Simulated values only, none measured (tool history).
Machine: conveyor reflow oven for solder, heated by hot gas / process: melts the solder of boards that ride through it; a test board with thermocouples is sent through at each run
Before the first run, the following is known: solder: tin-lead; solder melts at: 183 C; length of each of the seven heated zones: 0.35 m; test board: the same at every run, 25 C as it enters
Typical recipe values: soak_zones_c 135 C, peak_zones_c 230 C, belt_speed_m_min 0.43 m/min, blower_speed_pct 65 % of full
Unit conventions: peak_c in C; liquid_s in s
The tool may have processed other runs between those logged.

{"run": 1, "hour": 0.0, "soak_zones_c": 135, "peak_zones_c": 230, "belt_speed_m_min": 0.43, "blower_speed_pct": 65, "peak_c": 213.7, "liquid_s": 68.7}
{"run": 2, "hour": 79.2, "soak_zones_c": 135, "peak_zones_c": 230, "belt_speed_m_min": 0.43, "blower_speed_pct": 65, "peak_c": 214.3, "liquid_s": 68.9}
{"run": 3, "hour": 116.2, "soak_zones_c": 135, "peak_zones_c": 223, "belt_speed_m_min": 0.43, "blower_speed_pct": 65, "peak_c": 207.9, "liquid_s": 61.4}
{"run": 4, "hour": 173.6, "soak_zones_c": 135, "peak_zones_c": 230, "belt_speed_m_min": 0.43, "blower_speed_pct": 79, "peak_c": 216.3, "liquid_s": 71.3}
{"run": 5, "hour": 246.9, "soak_zones_c": 135, "peak_zones_c": 230, "belt_speed_m_min": 0.43, "blower_speed_pct": 79, "peak_c": 216, "liquid_s": 71.6}
{"run": 6, "hour": 287.0, "soak_zones_c": 135, "peak_zones_c": 230, "belt_speed_m_min": 0.43, "blower_speed_pct": 79, "peak_c": 216.1, "liquid_s": 70.6}
{"run": 7, "hour": 337.3, "soak_zones_c": 135, "peak_zones_c": 230, "belt_speed_m_min": 0.467, "blower_speed_pct": 79, "peak_c": 214, "liquid_s": 63.1}
{"run": 8, "hour": 386.2, "soak_zones_c": 135, "peak_zones_c": 230, "belt_speed_m_min": 0.483, "blower_speed_pct": 65, "peak_c": 209.8, "liquid_s": 55.5}
{"run": 9, "hour": 446.0, "soak_zones_c": 135, "peak_zones_c": 230, "belt_speed_m_min": 0.483, "blower_speed_pct": 65, "peak_c": 210.1, "liquid_s": 54.9}
{"run": 10, "hour": 504.2, "soak_zones_c": 135, "peak_zones_c": 230, "belt_speed_m_min": 0.483, "blower_speed_pct": 65, "peak_c": 209.9, "liquid_s": 55.9}
{"run": 11, "hour": 544.5, "soak_zones_c": 121, "peak_zones_c": 236, "belt_speed_m_min": 0.43, "blower_speed_pct": 84, "peak_c": 220.8, "liquid_s": 70.3}
{"run": 12, "hour": 589.6, "soak_zones_c": 143, "peak_zones_c": 230, "belt_speed_m_min": 0.375, "blower_speed_pct": 65, "peak_c": 218.6, "liquid_s": 89.6}
{"run": 13, "hour": 666.3, "soak_zones_c": 143, "peak_zones_c": 230, "belt_speed_m_min": 0.375, "blower_speed_pct": 65, "peak_c": 219.2, "liquid_s": 89.3}
{"run": 14, "hour": 717.2, "soak_zones_c": 143, "peak_zones_c": 230, "belt_speed_m_min": 0.375, "blower_speed_pct": 65, "peak_c": 219, "liquid_s": 90.2}
{"run": 15, "hour": 783.7, "soak_zones_c": 123, "peak_zones_c": 243, "belt_speed_m_min": 0.375, "blower_speed_pct": 65, "peak_c": 228.3, "liquid_s": 89.2}
{"run": 16, "hour": 856.0, "soak_zones_c": 123, "peak_zones_c": 243, "belt_speed_m_min": 0.375, "blower_speed_pct": 65, "peak_c": 228.1, "liquid_s": 89.3}

Removed from this log: 4 entries logged between the listed runs. Between which two listed runs does each belong, and how does the tool's hidden state at the listed run before it compare with that at the listed run after it?
Run 1 -> run 2: flux residue cleaned out of gas plates and filters (hour 17.6)
  heat that the gas passes to the board, % of a clean oven's: 99.7 -> 99.9; belt's true speed, % of the reading: 99.97 -> 99.96; true gas temperature in zones 6 and 7 over the reading, C: 0.14 -> 0.15
Run 4 -> run 5: thermocouples of zones 6 and 7 changed (hour 240.4)
  belt's true speed, % of the reading: 99.95 -> 99.94; true gas temperature in zones 6 and 7 over the reading, C: 0.17 -> 0.05
Run 10 -> run 11: flux residue cleaned out of gas plates and filters (hour 532.8)
  heat that the gas passes to the board, % of a clean oven's: 99.6 -> 99.9
Run 14 -> run 15: belt drive overhauled, speed set with a stopwatch (hour 726.6)
  belt's true speed, % of the reading: 99.89 -> 99.98; true gas temperature in zones 6 and 7 over the reading, C: 0.13 -> 0.15
